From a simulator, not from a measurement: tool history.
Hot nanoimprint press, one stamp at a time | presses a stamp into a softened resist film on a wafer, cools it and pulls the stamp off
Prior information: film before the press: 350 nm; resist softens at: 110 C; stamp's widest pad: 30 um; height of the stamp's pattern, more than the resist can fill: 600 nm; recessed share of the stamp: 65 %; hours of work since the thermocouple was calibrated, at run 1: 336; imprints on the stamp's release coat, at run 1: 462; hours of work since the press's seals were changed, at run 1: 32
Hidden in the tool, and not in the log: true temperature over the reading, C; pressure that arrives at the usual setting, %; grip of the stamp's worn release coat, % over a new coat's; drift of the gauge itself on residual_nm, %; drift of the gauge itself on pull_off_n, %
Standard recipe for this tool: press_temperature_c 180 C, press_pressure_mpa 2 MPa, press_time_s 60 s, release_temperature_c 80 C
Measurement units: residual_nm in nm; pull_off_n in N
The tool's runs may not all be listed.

| run | hour | press_temperature_c | press_pressure_mpa | press_time_s | release_temperature_c | hours of work since the thermocouple was calibrated | imprints on the stamp's release coat | hours of work since the press's seals were changed | residual_nm | pull_off_n |
|---|---|---|---|---|---|---|---|---|---|---|
| 1 | 0 | 180 | 2 | 60 | 80 | 336 | 462 | 32 | 160.2 | 173 |
| 2 | 20.3 | 180 | 2 | 60 | 80 | 350 | 566 | 47 | 162.9 | 186 |
| 3 | 42.4 | 180 | 2 | 60 | 80 | 366 | 678 | 62 | 163.5 | 201 |
| 4 | 63.6 | 180 | 2 | 60 | 80 | 380 | 787 | 77 | 164.2 | 201 |
| 5 | 94.5 | 180 | 2 | 58 | 80 | 402 | 944 | 98 | 165.6 | 206 |
|  | 107.2 | stamp cleaned and given a new release coat |
| 6 | 120.9 | 180 | 2 | 58 | 80 | 416 | 70 | 112 | 165.8 | 157 |
| 7 | 136.9 | 180 | 2 | 58 | 80 | 427 | 151 | 123 | 165.9 | 159 |
| 8 | 158.5 | 180 | 2 | 55 | 80 | 442 | 262 | 138 | 168.6 | 176 |
|  | 171.1 | plate thermocouple calibrated |
| 9 | 182.2 | 170 | 2 | 60 | 80 | 8 | 367 | 153 | 246.7 | 170 |
| 10 | 212.1 | 180 | 2 | 51 | 80 | 28 | 519 | 173 | 164.4 | 175 |
| 11 | 239.6 | 180 | 2.22 | 51 | 80 | 47 | 660 | 192 | 159.5 | 189 |
| 12 | 267.4 | 181 | 2.22 | 51 | 82 | 67 | 801 | 212 | 151.7 | 183 |
| 13 | 288.9 | 176 | 2 | 60 | 85 | 82 | 911 | 226 | 191.7 | 167 |
|  | 309 | stamp cleaned and given a new release coat |
| 14 | 309.7 | 169 | 1.41 | 75 | 75 | 92 | 3 | 237 | 266 | 167 |
| 15 | 333.3 | 169 | 1.41 | 75 | 75 | 108 | 124 | 253 | 267.8 | 182 |
| 16 | 357.5 | 169 | 1.41 | 75 | 75 | 125 | 247 | 270 | 266.4 | 186 |
| 17 | 386.8 | 180 | 2 | 60 | 66 | 145 | 396 | 290 | 159.3 | 232 |
| 18 | 408.1 | 180 | 2 | 60 | 66 | 160 | 505 | 305 | 158.6 | 246 |
| 19 | 434.3 | 180 | 2 | 60 | 66 | 178 | 638 | 323 | 159.9 | 257 |
| 20 | 457.1 | 180 | 2 | 60 | 66 | 194 | 754 | 339 | 160.4 | 278 |

Predict each of these 3 candidate next runs independently; none follows another, all start after run 20:
| A | 486.7 | 180 | 1.97 | 60 | 85 | 215 | 905 | 359 | ? | ? |
| B | 486.7 | 180 | 1.96 | 44 | 78 | 215 | 905 | 359 | ? | ? |
| C | 486.7 | 180 | 2 | 60 | 74 | 215 | 905 | 359 | ? | ? |

| run | residual_nm | pull_off_n |
|---|---|---|
| A | 163.2 | 174 |
| B | 181.5 | 211 |
| C | 162.1 | 238 |
With no hidden state in the tool, these same runs would have given:
| run | residual_nm | pull_off_n |
|---|---|---|
| A | 155.1 | 124 |
| B | 173.1 | 151 |
| C | 154 | 171 |
